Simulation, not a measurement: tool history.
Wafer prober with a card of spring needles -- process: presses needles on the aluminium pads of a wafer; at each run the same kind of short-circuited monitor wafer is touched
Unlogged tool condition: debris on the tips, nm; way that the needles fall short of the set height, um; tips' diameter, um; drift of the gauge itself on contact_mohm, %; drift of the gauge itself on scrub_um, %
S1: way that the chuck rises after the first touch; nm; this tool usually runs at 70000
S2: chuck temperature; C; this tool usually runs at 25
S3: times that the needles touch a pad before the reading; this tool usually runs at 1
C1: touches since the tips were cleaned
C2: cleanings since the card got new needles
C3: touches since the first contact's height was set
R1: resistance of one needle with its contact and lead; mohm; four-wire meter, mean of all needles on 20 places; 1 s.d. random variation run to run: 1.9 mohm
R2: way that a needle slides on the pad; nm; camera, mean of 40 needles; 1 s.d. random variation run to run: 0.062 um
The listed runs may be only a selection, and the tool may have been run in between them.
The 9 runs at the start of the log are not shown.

run   hour     S1   S2  S3    C1  C2      C3   R1     R2
     141.7  -- tips cleaned on abrasive film
 10  151.8  70000   25   1  4301  44   20223  207  16390
     154.1  -- tips cleaned on abrasive film
     166.6  -- tips cleaned on abrasive film
 11    170  70000   25   1  1452  46   27871  203  16520
     179.3  -- tips cleaned on abrasive film
 12  185.2  70000   25   1  2532  47   34285  205  16510
     192.8  -- tips cleaned on abrasive film
     205.3  -- tips cleaned on abrasive film
 13  207.4  70000   25   1   889  49   43597  204  16520
     217.4  -- tips cleaned on abrasive film
 14  227.1  70000   25   1  4122  50   51935  203  16580
     230.3  -- tips cleaned on abrasive film
     242.8  -- tips cleaned on abrasive film
 15  243.4  70000   25   1   268  52   58791  203  16580
     255.6  -- tips cleaned on abrasive film
 16  257.3  70000   25   1   743  53   64637  206  16520
     268.6  -- tips cleaned on abrasive film
 17  268.9  70000   25   1   125  54   69498  206  16590
     281.1  -- tips cleaned on abrasive film
 18  289.6  51000  114   1  3622  55   78256  232  12090
       293  -- tips cleaned on abrasive film
     304.8  -- tips cleaned on abrasive film
 19  309.9  51000  114   1  2155  57   86775  233  12190
     317.2  -- tips cleaned on abrasive film
 20  325.5  68000   91   2  3516  58   93369  218  16060
       329  -- tips cleaned on abrasive film
 21  339.3  68000   91   2  4356  59   99185  221  16130
     341.6  -- tips cleaned on abrasive film
     353.9  -- tips cleaned on abrasive film
 22  356.9  86000   70   2  1261  61  106569  212  20410
     366.6  -- tips cleaned on abrasive film
     377.4  -- height of the first contact set anew
     378.8  -- tips cleaned on abrasive film
 23  378.8  86000   70   2     0  63     554  213  20410
     391.4  -- tips cleaned on abrasive film
 24  391.4  86000   70   2     0  64    5830  212  20490
 25  402.7  76000   25   1  4809  64   10639  206  18070
     404.5  -- tips cleaned on abrasive film
 26  415.7  82000   25   1  4767  65   16142  203  19550
       417  -- tips cleaned on abrasive film
       429  -- tips cleaned on abrasive film
 27  437.4  83000   25   1  3572  67   25260  200  19850
     440.9  -- tips cleaned on abrasive film
 28  447.9  64000   25   2  2944  68   29645  203  15410
     452.8  -- tips cleaned on abrasive film
     464.8  -- tips cleaned on abrasive film
 29  464.8  61000   45   1     0  70   36742  208  14610

What does the tool deliver on the next run?
     476.9  -- tips cleaned on abrasive film
 30  486.8  61000  45   1  4198  71  46039   ?   ?

{"run 30": {"R1": 214, "R2": 14630}}
Without the tool's hidden state the same run would have given R1 213 mohm, R2 14320 nm.
